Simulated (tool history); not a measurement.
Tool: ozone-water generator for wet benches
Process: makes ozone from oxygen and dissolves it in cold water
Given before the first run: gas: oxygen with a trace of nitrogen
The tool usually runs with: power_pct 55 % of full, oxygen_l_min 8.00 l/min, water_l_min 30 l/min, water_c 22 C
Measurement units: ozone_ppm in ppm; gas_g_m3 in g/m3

run	hour	power_pct	oxygen_l_min	water_l_min	water_c	ozone_ppm	gas_g_m3
1	0.0	55	8.00	30	22	23.1	199.8
2	73.4	55	8.00	30	22	23.3	197.3
3	166.8	55	8.00	30	22	23.0	198.4
4	247.9	55	8.00	30	22	23.1	197.9
5	422.2	55	8.00	30	22	23.2	195.9
6	584.5	55	5.75	30	22	23.4	241.2
7	703.2	55	5.75	30	18	24.2	237.4
8	797.1	55	5.75	30	18	24.2	239.5
9	871.3	55	4.96	30	22	23.4	261.1
10	983.1	55	8.00	30	17	24.6	193.4
11	1135.9	55	8.00	30	17	24.4	194.3
12	1271.2	55	12.52	30	22	21.4	148.2
13	1353.8	55	12.52	30	22	20.7	147.9
14	1461.9	55	12.52	30	22	20.7	147.7
# hour 1536.8: water thermometer calibrated
15	1542.2	55	12.52	30	22	20.9	145.8
16	1666.6	55	12.52	30	22	20.9	146.2
17	1786.5	55	12.52	30	22	20.8	146.0
18	1888.5	93	6.88	30	17	36.9	319.4
19	2030.0	43	8.00	26	22	19.6	156.4
20	2129.2	75	8.00	30	17	30.3	239.2
21	2231.8	75	8.00	30	17	29.8	241.7
22	2405.6	80	6.04	19	15	44.3	298.7
23	2526.4	55	8.00	30	16	23.3	187.1
24	2690.3	55	14.36	32	22	19.0	131.6
25	2800.1	55	5.88	25	22	24.8	224.0
26	2878.0	55	13.60	30	22	19.6	134.6
27	3017.6	72	8.00	35	20	24.1	226.4
28	3114.4	72	8.70	25	20	30.0	214.8
29	3252.1	79	9.93	39	20	23.7	213.4
# hour 3291.7: contactor cleaned
30	3404.6	79	9.93	39	20	24.1	211.2
31	3495.9	61	9.26	39	22	19.2	181.5
32	3614.7	61	9.26	39	22	19.2	179.5

Forecast each of these 5 alternatives for the next run:
A	3773.0	55	10.43	30	23	?	?
B	3773.0	90	8.00	36	19	?	?
C	3773.0	44	11.04	39	22	?	?
D	3773.0	86	7.61	28	22	?	?
E	3773.0	70	8.00	27	15	?	?

run	ozone_ppm	gas_g_m3
A	20.0	153.2
B	28.1	262.2
C	14.7	127.4
D	30.8	259.9
E	30.3	216.8
Take away the tool's hidden state, keep each run's random variation, and the runs would have read:
run	ozone_ppm	gas_g_m3
A	23.7	180.8
B	36.5	336.3
C	16.8	144.6
D	39.4	331.0
E	37.5	266.4
